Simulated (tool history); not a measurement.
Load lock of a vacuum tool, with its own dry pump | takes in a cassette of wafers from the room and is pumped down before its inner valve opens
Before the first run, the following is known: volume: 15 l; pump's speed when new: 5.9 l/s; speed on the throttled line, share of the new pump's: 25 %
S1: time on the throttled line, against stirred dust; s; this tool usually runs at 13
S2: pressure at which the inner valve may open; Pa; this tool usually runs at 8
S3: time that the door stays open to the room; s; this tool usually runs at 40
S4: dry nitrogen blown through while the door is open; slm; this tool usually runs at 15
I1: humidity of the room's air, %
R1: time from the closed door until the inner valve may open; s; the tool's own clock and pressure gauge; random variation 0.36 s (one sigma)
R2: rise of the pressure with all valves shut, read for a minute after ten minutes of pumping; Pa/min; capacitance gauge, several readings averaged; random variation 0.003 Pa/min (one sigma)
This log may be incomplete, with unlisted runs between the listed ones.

{"run": 1, "hour": 0.0, "S1": 13, "S2": 8, "S3": 40, "S4": 15, "I1": 44.5, "R1": 35.3, "R2": 0.054}
{"run": 2, "hour": 195.3, "S1": 13, "S2": 8, "S3": 40, "S4": 15, "I1": 45.1, "R1": 35.3, "R2": 0.053}
{"run": 3, "hour": 379.1, "S1": 13, "S2": 8, "S3": 40, "S4": 15, "I1": 42.4, "R1": 36.1, "R2": 0.057}
{"run": 4, "hour": 540.8, "S1": 13, "S2": 10, "S3": 40, "S4": 15, "I1": 47.3, "R1": 34.7, "R2": 0.066}
{"run": 5, "hour": 717.6, "S1": 13, "S2": 10, "S3": 40, "S4": 15, "I1": 45.1, "R1": 35.0, "R2": 0.063}
{"run": 6, "hour": 941.3, "S1": 13, "S2": 10, "S3": 40, "S4": 15, "I1": 47.1, "R1": 35.4, "R2": 0.067}
{"run": 7, "hour": 1154.5, "S1": 13, "S2": 10, "S3": 40, "S4": 15, "I1": 43.5, "R1": 35.8, "R2": 0.062}
{"run": 8, "hour": 1303.2, "S1": 12, "S2": 8, "S3": 40, "S4": 15, "I1": 40.0, "R1": 35.4, "R2": 0.068}
{"run": 9, "hour": 1545.5, "S1": 12, "S2": 8, "S3": 40, "S4": 15, "I1": 43.6, "R1": 35.5, "R2": 0.073}
{"run": 10, "hour": 1667.5, "S1": 13, "S2": 8, "S3": 40, "S4": 5, "I1": 43.7, "R1": 37.2, "R2": 0.09}
{"run": 11, "hour": 1775.1, "S1": 13, "S2": 8, "S3": 40, "S4": 5, "I1": 45.3, "R1": 37.0, "R2": 0.091}
{"run": 12, "hour": 1882.5, "S1": 13, "S2": 8, "S3": 40, "S4": 5, "I1": 45.3, "R1": 35.9, "R2": 0.094}
{"run": 13, "hour": 2072.8, "S1": 13, "S2": 8, "S3": 40, "S4": 5, "I1": 40.0, "R1": 36.9, "R2": 0.088}
{"run": 14, "hour": 2241.0, "S1": 12, "S2": 11, "S3": 49, "S4": 32, "I1": 45.9, "R1": 35.4, "R2": 0.074}
{"run": 15, "hour": 2444.1, "S1": 24, "S2": 8, "S3": 40, "S4": 15, "I1": 42.6, "R1": 45.0, "R2": 0.089}
{"run": 16, "hour": 2630.3, "S1": 24, "S2": 8, "S3": 40, "S4": 15, "I1": 47.2, "R1": 44.7, "R2": 0.09}
{"run": 17, "hour": 2791.4, "S1": 24, "S2": 8, "S3": 40, "S4": 15, "I1": 44.9, "R1": 44.9, "R2": 0.093}
{"run": 18, "hour": 2974.3, "S1": 17, "S2": 16, "S3": 82, "S4": 15, "I1": 44.3, "R1": 37.4, "R2": 0.103}
{"run": 19, "hour": 3107.5, "S1": 17, "S2": 16, "S3": 82, "S4": 15, "I1": 42.2, "R1": 38.2, "R2": 0.109}
{"run": 20, "hour": 3280.9, "S1": 11, "S2": 15, "S3": 35, "S4": 29, "I1": 44.7, "R1": 33.7, "R2": 0.093}
{"run": 21, "hour": 3386.4, "S1": 13, "S2": 16, "S3": 40, "S4": 5, "I1": 43.4, "R1": 35.0, "R2": 0.11}
{"run": 22, "hour": 3499.0, "S1": 13, "S2": 14, "S3": 117, "S4": 6, "I1": 43.7, "R1": 36.0, "R2": 0.135}
{"run": 23, "hour": 3683.0, "S1": 13, "S2": 14, "S3": 117, "S4": 6, "I1": 44.7, "R1": 36.3, "R2": 0.147}

Branching from run 23: 4 alternative next runs. What would each branch give?
{"run": "A", "hour": 3863.5, "S1": 7, "S2": 8, "S3": 173, "S4": 5, "I1": 44.8, "R1": "?", "R2": "?"}
{"run": "B", "hour": 3863.5, "S1": 13, "S2": 14, "S3": 117, "S4": 24, "I1": 46.1, "R1": "?", "R2": "?"}
{"run": "C", "hour": 3863.5, "S1": 7, "S2": 14, "S3": 88, "S4": 6, "I1": 46.4, "R1": "?", "R2": "?"}
{"run": "D", "hour": 3863.5, "S1": 20, "S2": 14, "S3": 117, "S4": 20, "I1": 41.4, "R1": "?", "R2": "?"}

run=A R1=33.0 R2=0.161
run=B R1=35.9 R2=0.122
run=C R1=32.0 R2=0.139
run=D R1=41.3 R2=0.117
With the hidden condition removed and each run's random variation left untouched, the same runs would have given:
run=A R1=29.1 R2=0.099
run=B R1=32.6 R2=0.058
run=C R1=28.5 R2=0.075
run=D R1=38.3 R2=0.052

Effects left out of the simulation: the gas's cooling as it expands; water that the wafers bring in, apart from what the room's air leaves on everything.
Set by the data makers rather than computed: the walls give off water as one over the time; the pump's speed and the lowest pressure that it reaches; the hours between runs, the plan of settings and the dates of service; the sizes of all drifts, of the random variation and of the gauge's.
